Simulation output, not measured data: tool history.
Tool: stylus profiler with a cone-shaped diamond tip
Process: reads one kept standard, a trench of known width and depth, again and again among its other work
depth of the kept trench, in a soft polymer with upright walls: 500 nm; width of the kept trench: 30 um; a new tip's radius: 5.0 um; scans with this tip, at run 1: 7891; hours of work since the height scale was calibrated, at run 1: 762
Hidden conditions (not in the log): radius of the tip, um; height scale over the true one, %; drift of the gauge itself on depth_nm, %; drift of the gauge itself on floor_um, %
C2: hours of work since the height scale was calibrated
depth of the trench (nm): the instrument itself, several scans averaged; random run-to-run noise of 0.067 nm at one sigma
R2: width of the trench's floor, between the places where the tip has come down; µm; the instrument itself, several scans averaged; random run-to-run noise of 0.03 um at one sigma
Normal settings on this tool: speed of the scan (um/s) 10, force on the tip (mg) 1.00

run 1 hour=0.0 | speed_of_the_scan_(um/s)=10 force_on_the_tip_(mg)=1.00 | scans_with_this_tip=7891 C2=762 | depth_of_the_trench_(nm)=502.30 R2=24.59
run 2 hour=12.7 | speed_of_the_scan_(um/s)=10 force_on_the_tip_(mg)=1.00 | scans_with_this_tip=7987 C2=771 | depth_of_the_trench_(nm)=502.24 R2=24.61
run 3 hour=29.1 | speed_of_the_scan_(um/s)=10 force_on_the_tip_(mg)=1.00 | scans_with_this_tip=8111 C2=783 | depth_of_the_trench_(nm)=502.24 R2=24.64
run 4 hour=43.7 | speed_of_the_scan_(um/s)=10 force_on_the_tip_(mg)=1.00 | scans_with_this_tip=8221 C2=794 | depth_of_the_trench_(nm)=502.34 R2=24.59
run 5 hour=56.4 | speed_of_the_scan_(um/s)=10 force_on_the_tip_(mg)=1.00 | scans_with_this_tip=8316 C2=803 | depth_of_the_trench_(nm)=502.14 R2=24.61
run 6 hour=72.1 | speed_of_the_scan_(um/s)=10 force_on_the_tip_(mg)=0.45 | scans_with_this_tip=8435 C2=814 | depth_of_the_trench_(nm)=501.66 R2=24.52
run 7 hour=102.1 | speed_of_the_scan_(um/s)=8 force_on_the_tip_(mg)=1.00 | scans_with_this_tip=8661 C2=836 | depth_of_the_trench_(nm)=502.30 R2=24.57
run 8 hour=132.9 | speed_of_the_scan_(um/s)=10 force_on_the_tip_(mg)=0.90 | scans_with_this_tip=8893 C2=859 | depth_of_the_trench_(nm)=502.03 R2=24.51
run 9 hour=161.7 | speed_of_the_scan_(um/s)=10 force_on_the_tip_(mg)=0.37 | scans_with_this_tip=9110 C2=879 | depth_of_the_trench_(nm)=501.56 R2=24.44
run 10 hour=179.2 | speed_of_the_scan_(um/s)=11 force_on_the_tip_(mg)=0.37 | scans_with_this_tip=9242 C2=892 | depth_of_the_trench_(nm)=501.54 R2=24.38
run 11 hour=196.4 | speed_of_the_scan_(um/s)=3 force_on_the_tip_(mg)=1.39 | scans_with_this_tip=9371 C2=905 | depth_of_the_trench_(nm)=502.79 R2=24.50
run 12 hour=211.9 | speed_of_the_scan_(um/s)=14 force_on_the_tip_(mg)=0.47 | scans_with_this_tip=9488 C2=916 | depth_of_the_trench_(nm)=501.86 R2=24.32
run 13 hour=230.5 | speed_of_the_scan_(um/s)=23 force_on_the_tip_(mg)=0.49 | scans_with_this_tip=9628 C2=930 | depth_of_the_trench_(nm)=501.82 R2=24.18

Below are 5 alternative next runs, each starting from the tool's condition after run 13. Predict each:
run A hour=257.9 | speed_of_the_scan_(um/s)=4 force_on_the_tip_(mg)=0.49 | scans_with_this_tip=9835 C2=950 | depth_of_the_trench_(nm)=? R2=?
run B hour=257.9 | speed_of_the_scan_(um/s)=12 force_on_the_tip_(mg)=0.35 | scans_with_this_tip=9835 C2=950 | depth_of_the_trench_(nm)=? R2=?
run C hour=257.9 | speed_of_the_scan_(um/s)=34 force_on_the_tip_(mg)=2.34 | scans_with_this_tip=9835 C2=950 | depth_of_the_trench_(nm)=? R2=?
run D hour=257.9 | speed_of_the_scan_(um/s)=4 force_on_the_tip_(mg)=0.84 | scans_with_this_tip=9835 C2=950 | depth_of_the_trench_(nm)=? R2=?
run E hour=257.9 | speed_of_the_scan_(um/s)=27 force_on_the_tip_(mg)=0.56 | scans_with_this_tip=9835 C2=950 | depth_of_the_trench_(nm)=? R2=?

run=A depth_of_the_trench_(nm)=501.94 R2=24.50
run=B depth_of_the_trench_(nm)=501.56 R2=24.33
run=C depth_of_the_trench_(nm)=503.75 R2=24.28
run=D depth_of_the_trench_(nm)=502.25 R2=24.46
run=E depth_of_the_trench_(nm)=501.82 R2=24.19
Stripped of hidden state, with their random variation kept, the same runs would have yielded:
run=A depth_of_the_trench_(nm)=501.15 R2=25.63
run=B depth_of_the_trench_(nm)=500.76 R2=25.47
run=C depth_of_the_trench_(nm)=502.95 R2=25.42
run=D depth_of_the_trench_(nm)=501.46 R2=25.60
run=E depth_of_the_trench_(nm)=501.03 R2=25.33
